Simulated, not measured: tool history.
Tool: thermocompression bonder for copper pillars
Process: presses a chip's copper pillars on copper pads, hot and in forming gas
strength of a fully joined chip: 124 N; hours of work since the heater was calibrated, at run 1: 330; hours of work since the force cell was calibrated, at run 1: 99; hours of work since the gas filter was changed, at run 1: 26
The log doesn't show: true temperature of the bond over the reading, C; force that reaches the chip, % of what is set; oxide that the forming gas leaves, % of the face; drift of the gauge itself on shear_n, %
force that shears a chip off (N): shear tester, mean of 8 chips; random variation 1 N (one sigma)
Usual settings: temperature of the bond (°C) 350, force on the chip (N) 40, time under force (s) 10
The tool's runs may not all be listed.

run   hour  temperature of the bond (°C)  force on the chip (N)  time under force (s)  hours of work since the heater was calibrated  hours of work since the force cell was calibrated  hours of work since the gas filter was changed  force that shears a chip off (N)
  1      0                           350                     40                    10                                            330                                                 99                                              26                              88.1
  2     20                           350                     40                    10                                            342                                                112                                              39                              87.9
  3   42.3                           350                     40                    10                                            357                                                126                                              53                              87.9
  4   55.6                           350                     40                    10                                            365                                                134                                              62                              88.9
  5   71.9                           350                     40                    10                                            376                                                145                                              72                              86.9
  6   85.2                           350                     40                    10                                            384                                                153                                              81                                89
  7   99.7                           350                     40                    13                                            393                                                163                                              90                              93.3
  8  113.6                           328                     40                    10                                            402                                                172                                              99                              72.6
  9  131.8                           328                     40                    10                                            414                                                183                                             111                              76.3
 10  141.6                           350                     40                    10                                            420                                                189                                             117                              89.1
 11  154.5                           350                     40                    10                                            428                                                198                                             125                              88.8
 12  174.2                           350                     40                    10                                            441                                                210                                             138                              87.5
 13    188                           350                     40                    10                                            450                                                219                                             147                              87.1
 14    201                           366                     40                    10                                            458                                                227                                             155                              96.4
 15  222.4                           366                     40                    10                                            472                                                241                                             168                              94.9
 16  231.4                           366                     40                    10                                            477                                                247                                             174                              95.2
 17  253.5                           366                     40                    10                                            492                                                261                                             188                                96
 18  269.4                           366                     40                    10                                            502                                                271                                             199                              94.1
     284.7  -- forming gas filter changed
 19  289.8                           350                     40                    10                                            514                                                284                                               3                              88.2
 20  303.2                           350                     40                    18                                            523                                                292                                              12                             100.2
 21  314.3                           350                     40                    19                                            530                                                299                                              19                             102.5
 22  324.7                           372                     40                    23                                            537                                                306                                              26                             112.3
 23  335.7                           372                     40                    23                                            544                                                313                                              33                             111.9
 24  346.5                           350                     33                    10                                            551                                                320                                              40                              80.9
 25  367.2                           350                     33                    10                                            564                                                333                                              53                              80.3
 26  385.1                           348                     38                     7                                            575                                                345                                              64                              76.6
 27  406.3                           348                     38                     7                                            589                                                358                                              78                                78
 28  418.9                           345                     38                    29                                            597                                                366                                              86                             105.6
 29  440.1                           350                     28                     9                                            610                                                380                                              99                              69.1
 30  451.5                           350                     28                     9                                            618                                                387                                             107                              69.9
 31  472.4                           350                     28                     9                                            631                                                400                                             120                              68.5

The next listed run, before its measurement:
 32  484.5                           378                     48                    26                                            639                                                408                                             128                                 ?

Run 32 gave force that shears a chip off (N) 116.7.
Without the tool's hidden state the same run would have given force that shears a chip off (N) 117.2.
